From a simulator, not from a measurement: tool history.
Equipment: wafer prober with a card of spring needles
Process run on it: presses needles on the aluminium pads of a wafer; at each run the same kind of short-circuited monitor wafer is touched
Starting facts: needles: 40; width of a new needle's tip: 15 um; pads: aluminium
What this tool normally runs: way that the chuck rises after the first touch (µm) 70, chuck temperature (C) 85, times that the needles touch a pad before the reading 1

run	hour	way that the chuck rises after the first touch (µm)	chuck temperature (C)	times that the needles touch a pad before the reading	resistance of one needle with its contact and lead (mohm)	way that a needle slides on the pad (µm)
1	0.0	70	85	1	169	12.95
# hour 7.9: tips cleaned on abrasive film
# hour 16.5: tips cleaned on abrasive film
2	18.3	70	85	1	172	12.87
# hour 25.7: tips cleaned on abrasive film
# hour 34.4: tips cleaned on abrasive film
3	39.7	70	85	1	187	12.88
# hour 43.7: tips cleaned on abrasive film
# hour 52.0: tips cleaned on abrasive film
4	54.1	70	85	1	171	12.85
# hour 60.9: tips cleaned on abrasive film
5	66.5	70	85	1	187	12.85
# hour 69.5: tips cleaned on abrasive film
# hour 73.8: height of the first contact set anew
# hour 78.6: tips cleaned on abrasive film
6	78.6	62	85	1	161	11.52
# hour 88.5: tips cleaned on abrasive film
# hour 97.7: tips cleaned on abrasive film
7	98.4	60	78	1	169	11.17
# hour 106.1: tips cleaned on abrasive film
# hour 115.3: tips cleaned on abrasive film
8	115.3	70	31	2	150	12.98

Forecast run 9:
# hour 124.2: tips cleaned on abrasive film
9	125.7	70	54	2	?	?

Run 9 yielded resistance of one needle with its contact and lead (mohm) 159, way that a needle slides on the pad (µm) 12.96.
Take away the tool's hidden state, keep the run-to-run variation as it was, and the same run would have given resistance of one needle with its contact and lead (mohm) 150, way that a needle slides on the pad (µm) 13.02.

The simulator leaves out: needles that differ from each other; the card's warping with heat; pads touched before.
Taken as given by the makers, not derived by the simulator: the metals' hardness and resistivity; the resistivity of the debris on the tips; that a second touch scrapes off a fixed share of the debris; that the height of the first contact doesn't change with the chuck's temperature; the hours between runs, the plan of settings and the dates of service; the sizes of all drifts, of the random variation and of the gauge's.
